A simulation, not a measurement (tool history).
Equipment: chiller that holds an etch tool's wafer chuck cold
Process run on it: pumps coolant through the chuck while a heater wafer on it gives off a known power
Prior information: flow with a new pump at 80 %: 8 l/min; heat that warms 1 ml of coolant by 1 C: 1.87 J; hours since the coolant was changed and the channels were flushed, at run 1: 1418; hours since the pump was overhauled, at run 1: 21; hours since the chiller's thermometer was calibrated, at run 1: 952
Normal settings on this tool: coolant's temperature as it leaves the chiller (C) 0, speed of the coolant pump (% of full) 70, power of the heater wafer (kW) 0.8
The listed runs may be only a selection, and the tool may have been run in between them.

run    hour  coolant's temperature as it leaves the chiller (C)  speed of the coolant pump (% of full)  power of the heater wafer (kW)  hours since the coolant was changed and the channels were flushed  hours since the pump was overhauled  hours since the chiller's thermometer was calibrated  chuck's temperature once it has settled (C)  how much warmer the coolant comes back (C)
  1       0                                                   0                                     70                             0.8                                                               1418                                   21                                                   952                                          9.5                                        3.68
  2    72.9                                                   0                                     70                             0.8                                                               1491                                   94                                                  1025                                          9.4                                        3.73
  3   154.5                                                   0                                     70                             0.8                                                               1572                                  176                                                  1107                                          9.5                                         3.7
  4   219.6                                                   0                                     70                             0.8                                                               1637                                  241                                                  1172                                          9.6                                        3.74
  5     323                                                   0                                     70                             0.8                                                               1741                                  344                                                  1275                                          9.7                                        3.78
  6   424.5                                                   0                                     70                             0.8                                                               1842                                  446                                                  1377                                          9.9                                        3.77
  7   538.4                                                   0                                     70                             0.8                                                               1956                                  560                                                  1491                                          9.7                                        3.74
  8   652.6                                                   0                                     70                             0.8                                                               2070                                  674                                                  1605                                          9.9                                        3.77
  9   732.6                                                   0                                     88                             0.8                                                               2150                                  754                                                  1685                                          8.4                                        2.99
 10   828.8                                                   0                                     77                           0.462                                                               2247                                  850                                                  1781                                          5.4                                        2.05
 11   883.3                                                   4                                     77                           0.462                                                               2301                                  905                                                  1836                                          9.3                                        1.94
 12   996.7                                                   4                                     77                           0.462                                                               2414                                 1018                                                  1949                                          9.6                                        1.99
 13  1084.4                                                  -3                                     92                           0.816                                                               2502                                 1106                                                  2037                                          5.3                                        2.95
 14  1192.4                                                  -3                                     92                           0.816                                                               2610                                 1214                                                  2145                                          5.5                                        2.88
 15    1246                                                  -3                                     92                           0.816                                                               2664                                 1267                                                  2198                                          5.4                                        2.87
     1295.4  -- chiller's thermometer calibrated
 16  1295.4                                                  -3                                     92                           0.816                                                               2712                                 1316                                                     0                                          5.2                                         2.9

Branching from run 16: 3 alternative next runs. What would each branch give?
  A  1403.1                                                   2                                     70                           0.997                                                               2820                                 1423                                                   108                                            ?                                           ?
  B  1403.1                                                  -4                                     92                           0.495                                                               2820                                 1423                                                   108                                            ?                                           ?
  C  1403.1                                                   0                                     86                             0.8                                                               2820                                 1423                                                   108                                            ?                                           ?

run  chuck's temperature once it has settled (C)  how much warmer the coolant comes back (C)
  A                                         14.4                                         4.7
  B                                          1.1                                        1.78
  C                                          8.5                                        3.07
Without the tool's unlogged condition, the same runs would have read:
run  chuck's temperature once it has settled (C)  how much warmer the coolant comes back (C)
  A                                         12.9                                        4.56
  B                                          0.5                                        1.73
  C                                          7.4                                        2.98

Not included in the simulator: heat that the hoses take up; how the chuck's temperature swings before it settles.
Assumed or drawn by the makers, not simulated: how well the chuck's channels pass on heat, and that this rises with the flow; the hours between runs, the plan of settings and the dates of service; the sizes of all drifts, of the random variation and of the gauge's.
